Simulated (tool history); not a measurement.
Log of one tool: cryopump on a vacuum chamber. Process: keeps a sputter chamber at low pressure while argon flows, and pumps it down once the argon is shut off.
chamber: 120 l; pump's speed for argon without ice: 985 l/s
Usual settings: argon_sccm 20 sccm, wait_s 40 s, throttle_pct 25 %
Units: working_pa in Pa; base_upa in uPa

Run 1, hour 0: usual settings. Result: working_pa 0.1473 Pa, base_upa 4.66 uPa.
Run 2, hour 12.4: usual settings. Result: working_pa 0.1455 Pa, base_upa 4.48 uPa.
Run 3, hour 21.8: usual settings. Result: working_pa 0.1453 Pa, base_upa 4.65 uPa.
Run 4, hour 31.8: usual settings. Result: working_pa 0.1447 Pa, base_upa 4.63 uPa.
Run 5, hour 44.7: usual settings. Result: working_pa 0.1463 Pa, base_upa 4.65 uPa.
Run 6, hour 55.5: usual settings but wait_s 21 s. Result: working_pa 0.1461 Pa, base_upa 7.83 uPa.
Run 7, hour 63.5: usual settings but wait_s 21 s. Result: working_pa 0.1459 Pa, base_upa 7.67 uPa.
Run 8, hour 76.4: usual settings but wait_s 21 s. Result: working_pa 0.1463 Pa, base_upa 7.79 uPa.
Run 9, hour 89.3: usual settings but wait_s 21 s. Result: working_pa 0.1456 Pa, base_upa 8.12 uPa.
Run 10, hour 104.2: usual settings but wait_s 21 s. Result: working_pa 0.1442 Pa, base_upa 7.93 uPa.
Run 11, hour 113.8: usual settings but wait_s 21 s. Result: working_pa 0.1473 Pa, base_upa 7.79 uPa.
Run 12, hour 128.8: usual settings but wait_s 21 s. Result: working_pa 0.1464 Pa, base_upa 7.96 uPa.
Run 13, hour 141.6: usual settings but argon_sccm 28 sccm, wait_s 182 s, throttle_pct 29 %. Result: working_pa 0.1807 Pa, base_upa 1.87 uPa.
At hour 157.4: leaking fittings of the chamber tightened, without venting.
Run 14, hour 157.4: usual settings but wait_s 87 s, throttle_pct 27 %. Result: working_pa 0.1366 Pa, base_upa 2.12 uPa.
At hour 169.8: pump warmed up, emptied and cooled again.
Run 15, hour 170.5: usual settings but wait_s 30 s. Result: working_pa 0.1383 Pa, base_upa 4.96 uPa.
Run 16, hour 184.9: usual settings but wait_s 116 s, throttle_pct 17 %. Result: working_pa 0.2011 Pa, base_upa 1.59 uPa.
Run 17, hour 197.8: usual settings but throttle_pct 56 %. Result: working_pa 0.0614 Pa, base_upa 3.92 uPa.
Run 18, hour 208.5: usual settings but argon_sccm 39 sccm, wait_s 31 s, throttle_pct 44 %. Result: working_pa 0.1539 Pa, base_upa 4.98 uPa.
Run 19, hour 220.7: usual settings but argon_sccm 39 sccm, wait_s 31 s, throttle_pct 44 %. Result: working_pa 0.154 Pa, base_upa 4.98 uPa.

4 ways to go on from here, each from the tool as it stands after run 19. What would each give?
Run A, hour 235.8: usual settings but argon_sccm 9 sccm, wait_s 157 s, throttle_pct 44 %. Result: working_pa ?, base_upa ?.
Run B, hour 235.8: usual settings but argon_sccm 39 sccm, wait_s 21 s, throttle_pct 21 %. Result: working_pa ?, base_upa ?.
Run C, hour 235.8: usual settings but argon_sccm 35 sccm, throttle_pct 30 %. Result: working_pa ?, base_upa ?.
Run D, hour 235.8: usual settings but argon_sccm 15 sccm, wait_s 78 s, throttle_pct 16 %. Result: working_pa ?, base_upa ?.

run  working_pa  base_upa
  A      0.0356       1.3
  B      0.3185      7.14
  C      0.2035      4.04
  D      0.1623      2.22
Without the tool's hidden state the same runs would have given:
run  working_pa  base_upa
  A      0.0352      1.24
  B      0.3164      7.08
  C      0.2015      3.98
  D      0.1615      2.16
